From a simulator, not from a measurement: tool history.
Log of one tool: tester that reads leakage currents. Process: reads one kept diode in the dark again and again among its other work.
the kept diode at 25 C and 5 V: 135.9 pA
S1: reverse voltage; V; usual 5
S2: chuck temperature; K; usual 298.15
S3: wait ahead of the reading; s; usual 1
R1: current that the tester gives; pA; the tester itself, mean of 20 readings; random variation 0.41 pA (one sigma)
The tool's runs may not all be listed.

run	hour	S1	S2	S3	R1
1	0	5	298.15	1	160.29
2	42.4	1.97	298.15	1	108.9
3	62.4	1.97	298.15	1	109.16
4	81.1	1.97	298.15	1	109.83
# hour 85.9: tester calibrated
5	119.9	1.97	298.15	1	109.94
# hour 123.8: chuck's temperature calibrated
6	153.7	1.97	298.15	1	92.03
7	192	1.97	298.15	1	92.46
8	227.3	1.97	298.15	1	93.73
9	253.3	4.67	298.15	1	135.62
10	292.1	4.67	327.15	1	1288.4

Run 11 comes next. What will it give?
11	316.1	4.67	327.15	1	?

Run 11 gave R1 1288.52 pA.
Without the tool's hidden state the same run would have given R1 1259.64 pA.
